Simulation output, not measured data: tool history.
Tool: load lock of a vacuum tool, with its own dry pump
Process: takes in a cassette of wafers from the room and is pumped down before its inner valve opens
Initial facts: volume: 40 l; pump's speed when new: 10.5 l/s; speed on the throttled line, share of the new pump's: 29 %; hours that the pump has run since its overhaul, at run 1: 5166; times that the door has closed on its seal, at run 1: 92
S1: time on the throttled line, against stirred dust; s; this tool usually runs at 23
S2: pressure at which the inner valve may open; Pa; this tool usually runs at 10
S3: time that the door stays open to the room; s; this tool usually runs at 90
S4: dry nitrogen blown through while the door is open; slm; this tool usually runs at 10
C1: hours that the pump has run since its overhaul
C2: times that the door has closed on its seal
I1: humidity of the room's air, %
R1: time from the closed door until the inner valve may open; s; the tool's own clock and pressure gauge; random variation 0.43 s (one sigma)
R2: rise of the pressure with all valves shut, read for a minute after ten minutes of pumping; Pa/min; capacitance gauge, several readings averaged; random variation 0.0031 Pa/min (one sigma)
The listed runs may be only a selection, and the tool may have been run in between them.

run 1 hour=0.0 | S1=23 S2=10 S3=90 S4=10 | C1=5166 C2=92 | I1=45.1 | R1=53.4 R2=0.054
run 2 hour=103.6 | S1=23 S2=10 S3=90 S4=10 | C1=5269 C2=355 | I1=44.8 | R1=55.4 R2=0.059
run 3 hour=204.8 | S1=23 S2=10 S3=90 S4=22 | C1=5371 C2=613 | I1=46.0 | R1=54.3 R2=0.045
run 4 hour=298.3 | S1=23 S2=10 S3=90 S4=22 | C1=5464 C2=850 | I1=46.2 | R1=54.0 R2=0.042
run 5 hour=423.4 | S1=23 S2=10 S3=90 S4=10 | C1=5589 C2=1168 | I1=44.0 | R1=53.6 R2=0.060
run 6 hour=514.3 | S1=23 S2=10 S3=90 S4=10 | C1=5680 C2=1399 | I1=44.0 | R1=54.1 R2=0.057
run 7 hour=661.4 | S1=23 S2=10 S3=77 S4=10 | C1=5827 C2=1773 | I1=46.0 | R1=54.3 R2=0.050
run 8 hour=785.3 | S1=26 S2=10 S3=90 S4=10 | C1=5951 C2=2088 | I1=41.2 | R1=56.7 R2=0.052
run 9 hour=945.7 | S1=23 S2=15 S3=90 S4=10 | C1=6112 C2=2495 | I1=40.8 | R1=52.4 R2=0.056
run 10 hour=1066.6 | S1=23 S2=10 S3=90 S4=5 | C1=6232 C2=2803 | I1=47.4 | R1=54.6 R2=0.074
run 11 hour=1191.3 | S1=23 S2=10 S3=90 S4=5 | C1=6357 C2=3119 | I1=46.3 | R1=53.6 R2=0.077
run 12 hour=1299.2 | S1=23 S2=10 S3=90 S4=10 | C1=6465 C2=3394 | I1=45.8 | R1=54.7 R2=0.064
run 13 hour=1450.0 | S1=27 S2=10 S3=90 S4=10 | C1=6616 C2=3777 | I1=45.1 | R1=57.4 R2=0.058
run 14 hour=1536.0 | S1=27 S2=10 S3=90 S4=10 | C1=6702 C2=3995 | I1=40.9 | R1=56.9 R2=0.058
run 15 hour=1649.7 | S1=26 S2=20 S3=47 S4=18 | C1=6815 C2=4284 | I1=45.7 | R1=54.1 R2=0.041
run 16 hour=1726.0 | S1=39 S2=16 S3=173 S4=4 | C1=6892 C2=4478 | I1=44.3 | R1=63.4 R2=0.122
run 17 hour=1878.7 | S1=23 S2=10 S3=33 S4=9 | C1=7044 C2=4866 | I1=44.2 | R1=54.2 R2=0.033
run 18 hour=2035.8 | S1=20 S2=12 S3=90 S4=5 | C1=7202 C2=5265 | I1=49.9 | R1=52.0 R2=0.089
run 19 hour=2126.3 | S1=18 S2=17 S3=90 S4=10 | C1=7292 C2=5495 | I1=43.3 | R1=48.8 R2=0.067
run 20 hour=2253.6 | S1=14 S2=9 S3=90 S4=10 | C1=7419 C2=5819 | I1=43.2 | R1=48.8 R2=0.063
run 21 hour=2403.7 | S1=14 S2=9 S3=90 S4=10 | C1=7569 C2=6200 | I1=46.4 | R1=48.8 R2=0.067
run 22 hour=2474.5 | S1=14 S2=9 S3=90 S4=10 | C1=7640 C2=6380 | I1=42.8 | R1=49.7 R2=0.063
run 23 hour=2597.2 | S1=14 S2=9 S3=90 S4=10 | C1=7763 C2=6692 | I1=47.6 | R1=50.2 R2=0.073
run 24 hour=2730.4 | S1=14 S2=9 S3=90 S4=10 | C1=7896 C2=7030 | I1=43.7 | R1=49.4 R2=0.065
run 25 hour=2891.5 | S1=25 S2=9 S3=80 S4=10 | C1=8057 C2=7440 | I1=42.4 | R1=57.4 R2=0.059
run 26 hour=2964.8 | S1=14 S2=18 S3=80 S4=18 | C1=8131 C2=7626 | I1=43.7 | R1=46.2 R2=0.049
run 27 hour=3039.7 | S1=23 S2=10 S3=192 S4=21 | C1=8206 C2=7816 | I1=43.4 | R1=55.1 R2=0.073

Consider 4 possible next runs. They are alternatives, not a sequence: every one starts from the tool as it was left by run 27. What does each give?
run A hour=3203.0 | S1=23 S2=9 S3=192 S4=41 | C1=8369 C2=8231 | I1=46.3 | R1=? R2=?
run B hour=3203.0 | S1=13 S2=10 S3=45 S4=6 | C1=8369 C2=8231 | I1=43.3 | R1=? R2=?
run C hour=3203.0 | S1=24 S2=8 S3=90 S4=12 | C1=8369 C2=8231 | I1=40.1 | R1=? R2=?
run D hour=3203.0 | S1=23 S2=10 S3=192 S4=17 | C1=8369 C2=8231 | I1=42.3 | R1=? R2=?

run=A R1=55.2 R2=0.056
run=B R1=48.4 R2=0.053
run=C R1=56.2 R2=0.065
run=D R1=54.5 R2=0.082
With the hidden condition removed and each run's random variation left untouched, the same runs would have given:
run=A R1=51.7 R2=0.044
run=B R1=44.6 R2=0.041
run=C R1=52.7 R2=0.053
run=D R1=51.1 R2=0.070

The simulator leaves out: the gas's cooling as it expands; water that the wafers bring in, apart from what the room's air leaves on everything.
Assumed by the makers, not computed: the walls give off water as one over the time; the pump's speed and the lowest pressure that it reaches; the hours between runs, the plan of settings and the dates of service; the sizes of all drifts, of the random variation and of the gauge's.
